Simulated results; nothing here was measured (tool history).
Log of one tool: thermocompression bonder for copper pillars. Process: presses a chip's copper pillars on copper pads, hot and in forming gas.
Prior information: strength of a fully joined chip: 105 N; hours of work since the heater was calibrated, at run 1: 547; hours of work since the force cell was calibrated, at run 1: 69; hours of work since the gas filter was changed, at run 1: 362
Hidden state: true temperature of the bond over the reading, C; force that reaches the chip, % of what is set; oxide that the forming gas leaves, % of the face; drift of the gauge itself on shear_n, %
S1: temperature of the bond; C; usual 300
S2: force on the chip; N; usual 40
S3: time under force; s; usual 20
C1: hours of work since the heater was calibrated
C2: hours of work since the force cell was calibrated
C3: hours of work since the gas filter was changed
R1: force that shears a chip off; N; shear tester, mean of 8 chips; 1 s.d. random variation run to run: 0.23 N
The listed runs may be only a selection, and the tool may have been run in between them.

{"run": 1, "hour": 0.0, "S1": 300, "S2": 40, "S3": 20, "C1": 547, "C2": 69, "C3": 362, "R1": 55.7}
{"run": 2, "hour": 9.9, "S1": 300, "S2": 40, "S3": 20, "C1": 553, "C2": 75, "C3": 368, "R1": 55.8}
{"run": 3, "hour": 28.0, "S1": 300, "S2": 40, "S3": 20, "C1": 564, "C2": 86, "C3": 379, "R1": 55.9}
{"run": 4, "hour": 42.6, "S1": 300, "S2": 40, "S3": 20, "C1": 573, "C2": 95, "C3": 388, "R1": 55.9}
{"run": 5, "hour": 52.5, "S1": 300, "S2": 40, "S3": 27, "C1": 579, "C2": 101, "C3": 394, "R1": 61.5}
{"run": 6, "hour": 67.4, "S1": 300, "S2": 40, "S3": 27, "C1": 588, "C2": 110, "C3": 403, "R1": 61.5}
{"run": 7, "hour": 84.4, "S1": 300, "S2": 55, "S3": 20, "C1": 598, "C2": 120, "C3": 413, "R1": 73.4}
{"hour": 90.3, "done": "forming gas filter changed"}
{"run": 8, "hour": 94.3, "S1": 300, "S2": 55, "S3": 16, "C1": 604, "C2": 126, "C3": 2, "R1": 70.6}
{"run": 9, "hour": 102.7, "S1": 300, "S2": 55, "S3": 16, "C1": 609, "C2": 131, "C3": 8, "R1": 70.6}
{"run": 10, "hour": 111.6, "S1": 300, "S2": 40, "S3": 20, "C1": 614, "C2": 136, "C3": 13, "R1": 56.9}
{"run": 11, "hour": 128.5, "S1": 300, "S2": 40, "S3": 20, "C1": 624, "C2": 147, "C3": 23, "R1": 57.5}
{"run": 12, "hour": 144.2, "S1": 300, "S2": 40, "S3": 20, "C1": 634, "C2": 156, "C3": 33, "R1": 56.9}
{"run": 13, "hour": 155.0, "S1": 300, "S2": 40, "S3": 20, "C1": 640, "C2": 163, "C3": 39, "R1": 56.9}
{"run": 14, "hour": 167.1, "S1": 288, "S2": 40, "S3": 20, "C1": 648, "C2": 170, "C3": 47, "R1": 51.1}
{"run": 15, "hour": 183.2, "S1": 288, "S2": 40, "S3": 20, "C1": 658, "C2": 180, "C3": 56, "R1": 50.9}
{"run": 16, "hour": 201.8, "S1": 319, "S2": 40, "S3": 20, "C1": 669, "C2": 191, "C3": 68, "R1": 65.8}
{"run": 17, "hour": 215.6, "S1": 319, "S2": 40, "S3": 20, "C1": 677, "C2": 200, "C3": 76, "R1": 65.9}
{"run": 18, "hour": 225.5, "S1": 319, "S2": 40, "S3": 20, "C1": 683, "C2": 206, "C3": 82, "R1": 65.8}
{"run": 19, "hour": 234.0, "S1": 274, "S2": 35, "S3": 11, "C1": 688, "C2": 211, "C3": 87, "R1": 29.6}
{"run": 20, "hour": 243.3, "S1": 300, "S2": 40, "S3": 26, "C1": 694, "C2": 216, "C3": 93, "R1": 61.6}
{"run": 21, "hour": 260.7, "S1": 296, "S2": 40, "S3": 19, "C1": 705, "C2": 227, "C3": 103, "R1": 53.6}
{"run": 22, "hour": 270.4, "S1": 296, "S2": 40, "S3": 19, "C1": 710, "C2": 233, "C3": 109, "R1": 53.2}
{"run": 23, "hour": 278.7, "S1": 300, "S2": 30, "S3": 22, "C1": 715, "C2": 238, "C3": 114, "R1": 43.0}
{"run": 24, "hour": 294.2, "S1": 300, "S2": 30, "S3": 22, "C1": 725, "C2": 247, "C3": 124, "R1": 43.3}
{"run": 25, "hour": 312.7, "S1": 272, "S2": 40, "S3": 17, "C1": 736, "C2": 258, "C3": 135, "R1": 40.1}
{"run": 26, "hour": 324.7, "S1": 313, "S2": 31, "S3": 20, "C1": 743, "C2": 266, "C3": 142, "R1": 48.7}
{"run": 27, "hour": 332.4, "S1": 313, "S2": 31, "S3": 20, "C1": 748, "C2": 270, "C3": 147, "R1": 48.7}
{"run": 28, "hour": 348.4, "S1": 296, "S2": 40, "S3": 20, "C1": 758, "C2": 280, "C3": 156, "R1": 54.2}
{"run": 29, "hour": 365.0, "S1": 308, "S2": 30, "S3": 58, "C1": 768, "C2": 290, "C3": 167, "R1": 64.2}
{"run": 30, "hour": 382.2, "S1": 299, "S2": 30, "S3": 35, "C1": 778, "C2": 301, "C3": 177, "R1": 50.3}
{"run": 31, "hour": 392.0, "S1": 299, "S2": 30, "S3": 36, "C1": 784, "C2": 307, "C3": 183, "R1": 51.0}
{"run": 32, "hour": 399.8, "S1": 300, "S2": 24, "S3": 36, "C1": 789, "C2": 311, "C3": 188, "R1": 40.1}
{"run": 33, "hour": 412.9, "S1": 311, "S2": 40, "S3": 52, "C1": 797, "C2": 319, "C3": 196, "R1": 78.8}
{"run": 34, "hour": 428.5, "S1": 317, "S2": 46, "S3": 40, "C1": 806, "C2": 329, "C3": 205, "R1": 84.0}
{"run": 35, "hour": 444.1, "S1": 293, "S2": 27, "S3": 57, "C1": 816, "C2": 338, "C3": 215, "R1": 50.2}

Some steps in R1 between neighbouring runs. How much of each would the tool show without its hidden state too (settings, what came in, random variation), and how much is left for the hidden state, with any gauge scatter that isn't in both results?
Run 7 -> 8: S3 20 -> 16, forming gas filter changed. R1 -2.8 N: hidden state +1.8, all else -4.6.
Run 18 -> 19: S1 319 -> 274, S2 40 -> 35, S3 20 -> 11. R1 -36.2 N: hidden state +0.6, all else -36.8.
Run 19 -> 20: S1 274 -> 300, S2 35 -> 40, S3 11 -> 26. R1 +32.0 N: hidden state -0.8, all else +32.8.
Run 32 -> 33: S1 300 -> 311, S2 24 -> 40, S3 36 -> 52. R1 +38.7 N: hidden state -0.6, all else +39.3.
Run 34 -> 35: S1 317 -> 293, S2 46 -> 27, S3 40 -> 57. R1 -33.8 N: hidden state -0.2, all else -33.6.
